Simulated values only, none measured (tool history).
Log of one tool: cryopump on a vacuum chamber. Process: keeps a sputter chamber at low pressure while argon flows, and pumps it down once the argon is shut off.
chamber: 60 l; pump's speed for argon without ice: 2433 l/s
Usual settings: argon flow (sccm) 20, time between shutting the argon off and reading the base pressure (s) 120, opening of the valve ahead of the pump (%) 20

run	hour	argon flow (sccm)	time between shutting the argon off and reading the base pressure (s)	opening of the valve ahead of the pump (%)	pressure while argon flows (Pa)	pressure after the wait (uPa)
1	0	20	120	20	0.0731	1.71
# hour 36.1: pump warmed up, emptied and cooled again
# hour 84: leaking fittings of the chamber tightened, without venting
2	104.4	20	120	39	0.036	0.39
3	165.8	20	120	39	0.0365	0.43
4	208.8	20	120	39	0.0362	0.35
5	277.5	20	120	39	0.0359	0.41
6	343.7	33	120	20	0.1151	0.46
7	429.7	33	120	20	0.1157	0.4
8	501.1	33	120	20	0.116	0.49
9	551.8	33	120	20	0.1159	0.46
10	592.9	33	120	20	0.1163	0.47
11	653.6	33	120	28	0.0833	0.46
12	722	33	120	28	0.084	0.45
13	767.3	33	120	28	0.084	0.46
14	856.1	20	120	35	0.0412	0.48
15	915.1	20	120	35	0.0414	0.52
16	1001.6	15	120	20	0.0534	0.53
17	1069.8	15	120	20	0.0535	0.54
18	1110.1	15	120	27	0.0399	0.55
19	1188	40	24	24	0.1203	1.5
20	1277	20	23	43	0.0344	1.66
21	1349.3	37	120	40	0.0684	0.58
22	1405.9	29	125	55	0.0402	0.56
23	1482.6	30	120	17	0.1267	0.63
24	1564.2	20	120	31	0.0475	0.62
25	1639	25	112	51	0.0377	0.62
26	1691.7	25	112	51	0.0376	0.69
27	1734.7	21	120	20	0.0763	0.64
28	1822.9	21	120	20	0.0762	0.71
29	1878.3	21	120	20	0.0768	0.65
30	1966	20	21	27	0.0549	1.97
31	2020.6	20	21	27	0.0555	1.87
32	2078.9	20	21	27	0.0555	1.91
33	2143.6	13	42	20	0.0473	1.18
# hour 2191.6: pump warmed up, emptied and cooled again
34	2193	20	22	18	0.0775	1.72
35	2281.1	20	22	18	0.0778	1.8

Hidden state or all else? Some run-to-run changes of pressure while argon flows (Pa), split into what the settings, what came in and random variation would give without the hidden state, and what is left for the hidden state (with any gauge scatter that isn't in both results):
The hidden state here: pump's speed, % of a pump's without ice; cold plate's temperature, K; leak into the chamber, uPa l/s; drift of the gauge itself on working_pa, %; drift of the gauge itself on base_upa, %.
Run 1 -> 2: opening of the valve ahead of the pump (%) 20 -> 39, pump warmed up, emptied and cooled again, leaking fittings of the chamber tightened, without venting. pressure while argon flows (Pa) -0.0371: hidden state -0.0039, all else -0.0332.
Run 18 -> 19: argon flow (sccm) 15 -> 40, time between shutting the argon off and reading the base pressure (s) 120 -> 24, opening of the valve ahead of the pump (%) 27 -> 24. pressure while argon flows (Pa) +0.0804: hidden state +0.0026, all else +0.0778.
Run 19 -> 20: argon flow (sccm) 40 -> 20, time between shutting the argon off and reading the base pressure (s) 24 -> 23, opening of the valve ahead of the pump (%) 24 -> 43. pressure while argon flows (Pa) -0.0859: hidden state -0.0018, all else -0.0841.
Run 20 -> 21: argon flow (sccm) 20 -> 37, time between shutting the argon off and reading the base pressure (s) 23 -> 120, opening of the valve ahead of the pump (%) 43 -> 40. pressure while argon flows (Pa) +0.034: hidden state +0.0021, all else +0.0319.
Run 22 -> 23: argon flow (sccm) 29 -> 30, time between shutting the argon off and reading the base pressure (s) 125 -> 120, opening of the valve ahead of the pump (%) 55 -> 17. pressure while argon flows (Pa) +0.0865: hidden state +0.0004, all else +0.0861.

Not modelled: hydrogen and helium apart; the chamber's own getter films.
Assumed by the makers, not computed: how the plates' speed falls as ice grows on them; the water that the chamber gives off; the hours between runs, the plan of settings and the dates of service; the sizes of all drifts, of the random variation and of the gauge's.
